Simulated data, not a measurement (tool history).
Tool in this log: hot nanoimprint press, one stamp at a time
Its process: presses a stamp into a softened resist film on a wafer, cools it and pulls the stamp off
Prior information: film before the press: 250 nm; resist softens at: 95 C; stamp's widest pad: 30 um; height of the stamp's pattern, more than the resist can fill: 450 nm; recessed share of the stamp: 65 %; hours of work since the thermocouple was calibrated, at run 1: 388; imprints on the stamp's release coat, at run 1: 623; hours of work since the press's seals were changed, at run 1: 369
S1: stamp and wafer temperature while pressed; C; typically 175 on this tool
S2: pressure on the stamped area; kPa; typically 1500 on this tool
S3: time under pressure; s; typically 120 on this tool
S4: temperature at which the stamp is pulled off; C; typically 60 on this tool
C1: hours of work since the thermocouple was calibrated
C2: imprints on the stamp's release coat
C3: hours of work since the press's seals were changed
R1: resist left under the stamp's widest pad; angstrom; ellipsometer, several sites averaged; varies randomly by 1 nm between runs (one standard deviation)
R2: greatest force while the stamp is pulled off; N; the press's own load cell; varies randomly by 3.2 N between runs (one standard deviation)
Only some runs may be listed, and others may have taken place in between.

{"run": 1, "hour": 0.0, "S1": 175, "S2": 1500, "S3": 120, "S4": 60, "C1": 388, "C2": 623, "C3": 369, "R1": 1525, "R2": 202}
{"run": 2, "hour": 11.0, "S1": 175, "S2": 1500, "S3": 120, "S4": 60, "C1": 393, "C2": 648, "C3": 374, "R1": 1538, "R2": 198}
{"hour": 24.7, "done": "stamp cleaned and given a new release coat"}
{"run": 3, "hour": 27.8, "S1": 175, "S2": 1500, "S3": 120, "S4": 60, "C1": 399, "C2": 7, "C3": 380, "R1": 1526, "R2": 174}
{"run": 4, "hour": 39.9, "S1": 176, "S2": 1500, "S3": 120, "S4": 60, "C1": 406, "C2": 35, "C3": 387, "R1": 1480, "R2": 176}
{"run": 5, "hour": 51.9, "S1": 176, "S2": 1500, "S3": 120, "S4": 60, "C1": 412, "C2": 62, "C3": 393, "R1": 1491, "R2": 179}
{"run": 6, "hour": 70.5, "S1": 176, "S2": 1500, "S3": 120, "S4": 60, "C1": 422, "C2": 105, "C3": 403, "R1": 1496, "R2": 182}
{"run": 7, "hour": 79.4, "S1": 175, "S2": 1500, "S3": 120, "S4": 60, "C1": 426, "C2": 125, "C3": 407, "R1": 1558, "R2": 179}
{"run": 8, "hour": 97.2, "S1": 175, "S2": 1500, "S3": 120, "S4": 60, "C1": 436, "C2": 165, "C3": 417, "R1": 1541, "R2": 180}
{"run": 9, "hour": 114.1, "S1": 175, "S2": 1500, "S3": 120, "S4": 60, "C1": 445, "C2": 204, "C3": 426, "R1": 1530, "R2": 190}
{"run": 10, "hour": 135.5, "S1": 175, "S2": 1500, "S3": 120, "S4": 60, "C1": 456, "C2": 253, "C3": 437, "R1": 1530, "R2": 186}
{"run": 11, "hour": 151.2, "S1": 175, "S2": 1500, "S3": 120, "S4": 60, "C1": 464, "C2": 288, "C3": 445, "R1": 1528, "R2": 190}
{"run": 12, "hour": 165.5, "S1": 175, "S2": 1500, "S3": 209, "S4": 60, "C1": 472, "C2": 321, "C3": 453, "R1": 1295, "R2": 183}
{"run": 13, "hour": 180.8, "S1": 170, "S2": 1500, "S3": 120, "S4": 60, "C1": 480, "C2": 355, "C3": 461, "R1": 1769, "R2": 187}
{"run": 14, "hour": 196.1, "S1": 170, "S2": 1500, "S3": 120, "S4": 60, "C1": 488, "C2": 390, "C3": 469, "R1": 1783, "R2": 188}
{"run": 15, "hour": 217.0, "S1": 185, "S2": 1500, "S3": 120, "S4": 60, "C1": 499, "C2": 438, "C3": 480, "R1": 1148, "R2": 194}
{"run": 16, "hour": 233.2, "S1": 185, "S2": 2240, "S3": 169, "S4": 60, "C1": 508, "C2": 475, "C3": 489, "R1": 837, "R2": 202}
{"run": 17, "hour": 252.8, "S1": 185, "S2": 2240, "S3": 169, "S4": 60, "C1": 518, "C2": 519, "C3": 499, "R1": 840, "R2": 190}
{"hour": 257.2, "done": "plate thermocouple calibrated"}
{"run": 18, "hour": 277.4, "S1": 185, "S2": 2240, "S3": 84, "S4": 64, "C1": 11, "C2": 568, "C3": 510, "R1": 1133, "R2": 184}
{"run": 19, "hour": 292.0, "S1": 182, "S2": 1230, "S3": 150, "S4": 66, "C1": 18, "C2": 602, "C3": 518, "R1": 1285, "R2": 175}
{"hour": 298.5, "done": "plate thermocouple calibrated, once more"}
{"run": 20, "hour": 305.2, "S1": 175, "S2": 1250, "S3": 81, "S4": 60, "C1": 3, "C2": 625, "C3": 524, "R1": 1747, "R2": 197}
{"run": 21, "hour": 321.5, "S1": 175, "S2": 1250, "S3": 81, "S4": 60, "C1": 12, "C2": 662, "C3": 532, "R1": 1778, "R2": 198}
{"hour": 329.1, "done": "stamp cleaned and given a new release coat"}
{"run": 22, "hour": 341.4, "S1": 175, "S2": 1250, "S3": 81, "S4": 60, "C1": 20, "C2": 28, "C3": 540, "R1": 1755, "R2": 172}
{"run": 23, "hour": 351.7, "S1": 175, "S2": 1250, "S3": 81, "S4": 60, "C1": 25, "C2": 51, "C3": 545, "R1": 1758, "R2": 171}
{"run": 24, "hour": 373.2, "S1": 168, "S2": 1500, "S3": 104, "S4": 60, "C1": 36, "C2": 100, "C3": 556, "R1": 1870, "R2": 179}
{"run": 25, "hour": 393.5, "S1": 181, "S2": 1500, "S3": 223, "S4": 60, "C1": 47, "C2": 146, "C3": 567, "R1": 996, "R2": 182}
{"run": 26, "hour": 402.9, "S1": 181, "S2": 1500, "S3": 223, "S4": 60, "C1": 52, "C2": 167, "C3": 572, "R1": 992, "R2": 181}
{"run": 27, "hour": 423.1, "S1": 180, "S2": 2110, "S3": 194, "S4": 60, "C1": 63, "C2": 213, "C3": 583, "R1": 918, "R2": 176}
{"run": 28, "hour": 442.6, "S1": 180, "S2": 2110, "S3": 194, "S4": 46, "C1": 73, "C2": 258, "C3": 593, "R1": 919, "R2": 232}
{"run": 29, "hour": 454.5, "S1": 180, "S2": 2110, "S3": 194, "S4": 46, "C1": 79, "C2": 285, "C3": 599, "R1": 936, "R2": 241}

Branching from run 29: 3 alternative next runs. What would each branch give?
{"run": "A", "hour": 469.3, "S1": 181, "S2": 1500, "S3": 140, "S4": 60, "C1": 87, "C2": 319, "C3": 607, "R1": "?", "R2": "?"}
{"run": "B", "hour": 469.3, "S1": 175, "S2": 1500, "S3": 163, "S4": 60, "C1": 87, "C2": 319, "C3": 607, "R1": "?", "R2": "?"}
{"run": "C", "hour": 469.3, "S1": 186, "S2": 1970, "S3": 120, "S4": 60, "C1": 87, "C2": 319, "C3": 607, "R1": "?", "R2": "?"}

run=A R1=1189 R2=188
run=B R1=1359 R2=189
run=C R1=945 R2=185
Take away the tool's hidden state, keep each run's random variation, and the runs would have read:
run=A R1=1147 R2=173
run=B R1=1312 R2=174
run=C R1=904 R2=171
